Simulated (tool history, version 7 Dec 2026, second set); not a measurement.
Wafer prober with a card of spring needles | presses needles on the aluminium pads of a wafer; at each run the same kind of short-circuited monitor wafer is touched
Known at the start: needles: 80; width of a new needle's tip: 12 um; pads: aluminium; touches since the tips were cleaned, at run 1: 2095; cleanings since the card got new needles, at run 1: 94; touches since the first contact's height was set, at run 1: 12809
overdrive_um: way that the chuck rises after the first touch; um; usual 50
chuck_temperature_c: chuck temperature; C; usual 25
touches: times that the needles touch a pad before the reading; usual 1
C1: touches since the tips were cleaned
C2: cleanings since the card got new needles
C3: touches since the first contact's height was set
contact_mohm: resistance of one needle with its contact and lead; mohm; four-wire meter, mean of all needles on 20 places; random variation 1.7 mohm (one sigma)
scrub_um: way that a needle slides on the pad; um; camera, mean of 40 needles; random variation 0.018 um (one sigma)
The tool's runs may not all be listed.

Run 1, day 0: usual settings; C1 2095; C2 94; C3 12809. Result: contact_mohm 235 mohm, scrub_um 9.5 um.
At day 0.317: tips cleaned on abrasive film.
At day 0.733: tips cleaned on abrasive film.
Run 2, day 0.892: usual settings; C1 2547; C2 96; C3 27033. Result: contact_mohm 236 mohm, scrub_um 9.49 um.
At day 1.154: tips cleaned on abrasive film.
At day 1.558: tips cleaned on abrasive film.
At day 2.004: tips cleaned on abrasive film.
Run 3, day 2.067: usual settings; C1 978; C2 99; C3 45729. Result: contact_mohm 231 mohm, scrub_um 9.43 um.
At day 2.4: tips cleaned on abrasive film.
At day 2.821: tips cleaned on abrasive film.
Run 4, day 2.95: usual settings; C1 2083; C2 101; C3 59830. Result: contact_mohm 234 mohm, scrub_um 9.44 um.
At day 3.254: tips cleaned on abrasive film.
At day 3.708: tips cleaned on abrasive film.
At day 4.154: tips cleaned on abrasive film.
Run 5, day 4.221: usual settings; C1 1081; C2 104; C3 80038. Result: contact_mohm 233 mohm, scrub_um 9.38 um.
At day 4.621: tips cleaned on abrasive film.
Run 6, day 4.942: usual settings; C1 5171; C2 105; C3 91578. Result: contact_mohm 245 mohm, scrub_um 9.35 um.
At day 5.033: tips cleaned on abrasive film.
At day 5.462: tips cleaned on abrasive film.
At day 5.925: tips cleaned on abrasive film.
Run 7, day 6.192: usual settings but overdrive_um 48 um; C1 4303; C2 108; C3 111505. Result: contact_mohm 243 mohm, scrub_um 8.96 um.
At day 6.388: tips cleaned on abrasive film.
At day 6.804: tips cleaned on abrasive film.
Run 8, day 6.888: usual settings but overdrive_um 48 um; C1 1310; C2 110; C3 122542. Result: contact_mohm 236 mohm, scrub_um 8.86 um.
At day 6.967: height of the first contact set anew.
At day 7.229: tips cleaned on abrasive film.
At day 7.629: tips cleaned on abrasive film.
Run 9, day 7.875: usual settings but overdrive_um 48 um; C1 3952; C2 112; C3 14511. Result: contact_mohm 241 mohm, scrub_um 9.18 um.
At day 8.029: tips cleaned on abrasive film.
At day 8.471: tips cleaned on abrasive film.
Run 10, day 8.5: usual settings but overdrive_um 57 um; C1 484; C2 114; C3 24411. Result: contact_mohm 224 mohm, scrub_um 10.83 um.
At day 8.875: tips cleaned on abrasive film.
At day 9.333: tips cleaned on abrasive film.
Run 11, day 9.371: usual settings but overdrive_um 57 um, chuck_temperature_c 57 C; C1 603; C2 116; C3 38283. Result: contact_mohm 236 mohm, scrub_um 10.8 um.
At day 9.804: tips cleaned on abrasive film.
At day 10.196: tips cleaned on abrasive film.
Run 12, day 10.496: usual settings; C1 4779; C2 118; C3 56252. Result: contact_mohm 244 mohm, scrub_um 9.44 um.
At day 10.667: tips cleaned on abrasive film.
At day 11.067: tips cleaned on abrasive film.
At day 11.479: tips cleaned on abrasive film.
Run 13, day 11.696: usual settings but overdrive_um 61 um; C1 3472; C2 121; C3 75378. Result: contact_mohm 234 mohm, scrub_um 11.47 um.
At day 11.946: tips cleaned on abrasive film.
At day 12.375: tips cleaned on abrasive film.
At day 12.792: tips cleaned on abrasive film.
Run 14, day 12.892: usual settings; C1 1567; C2 124; C3 94407. Result: contact_mohm 235 mohm, scrub_um 9.35 um.
At day 13.258: tips cleaned on abrasive film.
At day 13.712: tips cleaned on abrasive film.
Run 15, day 13.738: usual settings; C1 392; C2 126; C3 107876. Result: contact_mohm 230 mohm, scrub_um 9.3 um.
At day 14.167: tips cleaned on abrasive film.
Run 16, day 14.412: usual settings but overdrive_um 55 um, chuck_temperature_c 114 C, touches 2; C1 3986; C2 127; C3 118707. Result: contact_mohm 254 mohm, scrub_um 10.25 um.
At day 14.583: tips cleaned on abrasive film.
At day 14.679: height of the first contact set anew.
Run 17, day 14.95: usual settings but overdrive_um 46 um, chuck_temperature_c 32 C, touches 2; C1 5685; C2 128; C3 4373. Result: contact_mohm 245 mohm, scrub_um 8.8 um.

Forecast run 18:
At day 15.025: tips cleaned on abrasive film.
At day 15.446: tips cleaned on abrasive film.
Run 18, day 15.658: usual settings but overdrive_um 46 um, chuck_temperature_c 32 C, touches 2; C1 3444; C2 130; C3 15644. Result: contact_mohm ?, scrub_um ?.

contact_mohm: 236 mohm
scrub_um: 8.79 um
Without the tool's hidden state the same run would have given contact_mohm 224 mohm, scrub_um 8.82 um.

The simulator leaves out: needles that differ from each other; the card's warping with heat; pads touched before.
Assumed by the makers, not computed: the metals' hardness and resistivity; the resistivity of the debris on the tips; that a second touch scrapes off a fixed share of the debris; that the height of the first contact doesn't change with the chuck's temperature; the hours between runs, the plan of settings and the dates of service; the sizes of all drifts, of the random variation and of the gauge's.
